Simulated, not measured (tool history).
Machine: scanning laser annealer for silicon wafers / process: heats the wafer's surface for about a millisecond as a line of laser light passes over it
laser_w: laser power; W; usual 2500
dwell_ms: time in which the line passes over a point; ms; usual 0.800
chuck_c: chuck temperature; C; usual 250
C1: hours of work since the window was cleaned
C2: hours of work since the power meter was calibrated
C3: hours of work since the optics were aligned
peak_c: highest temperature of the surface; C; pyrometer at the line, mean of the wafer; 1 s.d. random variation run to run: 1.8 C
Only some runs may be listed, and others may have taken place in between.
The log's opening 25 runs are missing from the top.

Run 26, day 9.529: usual settings but laser_w 2193 W, dwell_ms 0.601 ms, chuck_c 233 C; C1 18; C2 364; C3 315. Result: peak_c 786 C.
Run 27, day 9.883: usual settings but laser_w 2546 W, dwell_ms 0.882 ms, chuck_c 275 C; C1 23; C2 369; C3 319. Result: peak_c 1056 C.
Run 28, day 10.204: usual settings but laser_w 2546 W, dwell_ms 0.882 ms, chuck_c 275 C; C1 27; C2 373; C3 323. Result: peak_c 1055 C.
Run 29, day 10.717: usual settings but laser_w 2513 W, dwell_ms 0.947 ms, chuck_c 272 C; C1 33; C2 379; C3 329. Result: peak_c 1067 C.
Run 30, day 10.992: usual settings but laser_w 2527 W, chuck_c 275 C; C1 37; C2 383; C3 333. Result: peak_c 1016 C.
Run 31, day 11.429: usual settings but laser_w 2527 W, chuck_c 275 C; C1 42; C2 388; C3 338. Result: peak_c 1014 C.
Run 32, day 11.667: usual settings but laser_w 2677 W, dwell_ms 0.817 ms, chuck_c 219 C; C1 45; C2 391; C3 341. Result: peak_c 1018 C.
Run 33, day 12.042: usual settings but laser_w 2677 W, dwell_ms 0.825 ms, chuck_c 247 C; C1 50; C2 396; C3 346. Result: peak_c 1046 C.
Run 34, day 12.483: usual settings but laser_w 2506 W, dwell_ms 0.883 ms, chuck_c 247 C; C1 55; C2 401; C3 352. Result: peak_c 1015 C.

3 ways to go on from here, each from the tool as it stands after run 34. What would each give?
Run A, day 12.783: usual settings but laser_w 2182 W, dwell_ms 0.635 ms, chuck_c 247 C; C1 59; C2 405; C3 355. Result: peak_c ?.
Run B, day 12.783: usual settings but laser_w 2747 W, dwell_ms 0.911 ms, chuck_c 245 C; C1 59; C2 405; C3 355. Result: peak_c ?.
Run C, day 12.783: usual settings but laser_w 2506 W, dwell_ms 0.844 ms, chuck_c 212 C; C1 59; C2 405; C3 355. Result: peak_c ?.

run  peak_c
  A     808
  B    1107
  C     958
Without the tool's hidden state the same runs would have given:
run  peak_c
  A     818
  B    1122
  C     972

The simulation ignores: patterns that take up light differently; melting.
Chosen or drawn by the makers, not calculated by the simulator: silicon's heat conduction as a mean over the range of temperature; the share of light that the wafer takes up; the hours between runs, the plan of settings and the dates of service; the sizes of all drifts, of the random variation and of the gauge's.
